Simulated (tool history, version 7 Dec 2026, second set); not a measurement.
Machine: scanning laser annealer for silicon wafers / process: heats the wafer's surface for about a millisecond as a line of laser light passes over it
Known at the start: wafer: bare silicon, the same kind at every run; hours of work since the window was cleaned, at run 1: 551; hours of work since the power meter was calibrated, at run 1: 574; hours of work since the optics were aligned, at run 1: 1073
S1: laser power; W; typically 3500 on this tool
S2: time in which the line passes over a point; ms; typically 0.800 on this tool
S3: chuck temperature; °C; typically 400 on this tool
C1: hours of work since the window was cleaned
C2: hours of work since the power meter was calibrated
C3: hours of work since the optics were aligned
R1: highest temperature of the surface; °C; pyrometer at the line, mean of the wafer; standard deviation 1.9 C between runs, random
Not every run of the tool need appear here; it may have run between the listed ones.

| run | hour | S1 | S2 | S3 | C1 | C2 | C3 | R1 |
|---|---|---|---|---|---|---|---|---|
| 1 | 0.0 | 3500 | 0.800 | 400 | 551 | 574 | 1073 | 1084 |
| 2 | 34.2 | 3500 | 0.800 | 400 | 572 | 596 | 1094 | 1079 |
| 3 | 77.9 | 3500 | 0.800 | 400 | 600 | 623 | 1122 | 1082 |
| 4 | 98.6 | 3500 | 0.800 | 400 | 613 | 636 | 1135 | 1082 |
| 5 | 137.4 | 3500 | 0.800 | 400 | 637 | 660 | 1159 | 1077 |
| 6 | 171.3 | 3500 | 0.800 | 400 | 658 | 682 | 1180 | 1079 |
| 7 | 216.5 | 3500 | 0.800 | 400 | 687 | 710 | 1209 | 1082 |
|  | 223.9 | optics aligned, line set to its width |
| 8 | 255.5 | 3500 | 0.800 | 400 | 708 | 731 | 20 | 1079 |
| 9 | 282.2 | 3500 | 0.979 | 400 | 725 | 748 | 37 | 1139 |
| 10 | 306.8 | 3720 | 0.593 | 392 | 740 | 764 | 52 | 1023 |
|  | 326.1 | optics aligned, line set to its width, once more |
| 11 | 346.9 | 3784 | 0.800 | 400 | 762 | 786 | 13 | 1148 |
| 12 | 370.2 | 3264 | 0.800 | 430 | 777 | 800 | 28 | 1058 |
|  | 386.3 | window over the wafer cleaned |
| 13 | 410.0 | 3019 | 0.857 | 419 | 15 | 824 | 51 | 1038 |
| 14 | 448.6 | 3500 | 0.616 | 414 | 39 | 848 | 76 | 1042 |
| 15 | 488.9 | 3500 | 0.616 | 414 | 64 | 874 | 101 | 1043 |
| 16 | 525.8 | 3671 | 0.800 | 386 | 88 | 897 | 124 | 1134 |
| 17 | 555.9 | 3267 | 0.755 | 375 | 106 | 916 | 143 | 1010 |

Alternative continuations, all from the tool just after run 17; predict every row:
| A | 583.1 | 3267 | 0.653 | 375 | 124 | 933 | 160 | ? |
| B | 583.1 | 3368 | 0.755 | 375 | 124 | 933 | 160 | ? |
| C | 583.1 | 3689 | 0.754 | 432 | 124 | 933 | 160 | ? |
| D | 583.1 | 3382 | 0.755 | 400 | 124 | 933 | 160 | ? |
| E | 583.1 | 3273 | 0.681 | 433 | 124 | 933 | 160 | ? |

| run | R1 |
|---|---|
| A | 971 |
| B | 1030 |
| C | 1161 |
| D | 1059 |
| E | 1037 |
Without the tool's hidden state the same runs would have given:
| run | R1 |
|---|---|
| A | 981 |
| B | 1042 |
| C | 1174 |
| D | 1071 |
| E | 1048 |
